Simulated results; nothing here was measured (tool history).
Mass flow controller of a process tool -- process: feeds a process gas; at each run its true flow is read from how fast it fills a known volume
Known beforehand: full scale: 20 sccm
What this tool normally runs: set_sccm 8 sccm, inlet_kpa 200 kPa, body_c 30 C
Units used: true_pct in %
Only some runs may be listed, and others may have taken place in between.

run    hour  set_sccm  inlet_kpa  body_c  true_pct
  1       0         8        200      30    100.33
  2   201.3         8        200      30    100.23
  3   365.1         8        200      30    100.28
  4     593         8        200      30    100.19
  5   969.8         8        200      30    100.34
  6  1292.6         8        200      30    100.33
  7  1600.1         8        200      30    100.31
  8  1962.2         8        200      30    100.37
  9  2126.4         2        200      37     97.84
     2147.7  -- controller's zero set anew
 10  2319.9        10        150      22    100.25
 11    2514         2        200      20     96.19

What will run 12 give?
 12  2872.6         2        200      35         ?

{"run 12": {"true_pct": 96.62}}
On a tool with no hidden condition, and with the same random variation, this run would have come out at true_pct 99.95 %.
